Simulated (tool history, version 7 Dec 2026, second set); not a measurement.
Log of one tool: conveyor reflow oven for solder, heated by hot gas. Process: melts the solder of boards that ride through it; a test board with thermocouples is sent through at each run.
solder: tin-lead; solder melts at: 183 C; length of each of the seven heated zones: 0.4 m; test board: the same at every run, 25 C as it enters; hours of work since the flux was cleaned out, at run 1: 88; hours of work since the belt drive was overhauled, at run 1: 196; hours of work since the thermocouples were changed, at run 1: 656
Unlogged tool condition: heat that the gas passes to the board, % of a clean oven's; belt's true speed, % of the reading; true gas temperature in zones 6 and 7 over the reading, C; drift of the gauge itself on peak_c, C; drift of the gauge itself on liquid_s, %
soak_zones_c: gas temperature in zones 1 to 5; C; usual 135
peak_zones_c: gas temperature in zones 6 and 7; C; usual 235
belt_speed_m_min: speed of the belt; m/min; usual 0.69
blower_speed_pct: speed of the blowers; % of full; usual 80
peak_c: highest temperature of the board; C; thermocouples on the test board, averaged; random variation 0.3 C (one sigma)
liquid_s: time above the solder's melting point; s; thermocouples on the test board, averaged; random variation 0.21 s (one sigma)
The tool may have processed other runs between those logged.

run   hour  soak_zones_c  peak_zones_c  belt_speed_m_min  blower_speed_pct  hours of work since the flux was cleaned out  hours of work since the belt drive was overhauled  hours of work since the thermocouples were changed  peak_c  liquid_s
  1      0           135           235              0.69                80                                            88                                                196                                                 656     224        56
  2   21.2           135           230              0.69                80                                            99                                                206                                                 666   219.3      53.1
  3   40.2           135           230              0.69                80                                           108                                                215                                                 675   219.1      53.1
  4   64.1           135           235              0.69                80                                           119                                                227                                                 687     224      55.8
  5   79.5           135           235              0.69                73                                           126                                                234                                                 694   221.8      54.1
  6     94           135           235              0.69                73                                           133                                                241                                                 701   222.1      54.3
  7  104.2           135           235              0.69                80                                           138                                                246                                                 706   223.8      55.4
  8  122.7           135           235              0.69                80                                           147                                                255                                                 715   223.2      55.3
  9  139.3           135           235              0.69                80                                           155                                                262                                                 722   223.6      55.7
 10  151.6           135           235              0.69                80                                           161                                                268                                                 728   223.5      55.6
 11    173           135           235              0.69                80                                           171                                                279                                                 738   224.1      55.4
 12  195.8           135           235             0.596                81                                           182                                                289                                                 749   227.5      67.9
 13  213.3           135           235             0.786                50                                           190                                                298                                                 758   206.3      33.7
 14  228.5           135           235             0.786                50                                           197                                                305                                                 765   205.4        34
 15  249.4           135           235             0.655                50                                           207                                                315                                                 775     214        50
 16  261.6           147           235             0.612                80                                           213                                                321                                                 781   227.4      69.4
 17  280.8           126           236              0.69                52                                           222                                                330                                                 790   211.5      42.2
 18  299.8           135           235             0.597                89                                           231                                                339                                                 799   228.8      68.6
 19  313.8           135           234             0.687                89                                           238                                                346                                                 805   224.2      56.4
 20  328.9           135           234             0.687                89                                           245                                                353                                                 813   224.2      56.5
 21  349.3           135           243             0.594                89                                           255                                                362                                                 822   235.8      71.9

5 ways to go on from here, each from the tool as it stands after run 21. What would each give?
  A  360.1           135           236             0.556                89                                           260                                                368                                                 828       ?         ?
  B  360.1           135           242             0.579                89                                           260                                                368                                                 828       ?         ?
  C  360.1           135           243             0.594                58                                           260                                                368                                                 828       ?         ?
  D  360.1           124           235              0.69                80                                           260                                                368                                                 828       ?         ?
  E  360.1           135           244             0.597                78                                           260                                                368                                                 828       ?         ?

run  peak_c  liquid_s
  A   231.5      75.1
  B   235.1      74.3
  C   228.2      66.6
  D     221      50.9
  E     235      70.5
Had the tool no hidden state, the same runs would have come out as:
run  peak_c  liquid_s
  A   230.6      75.1
  B   234.5      74.1
  C   227.8      66.3
  D   221.5      51.7
  E   234.7      70.3
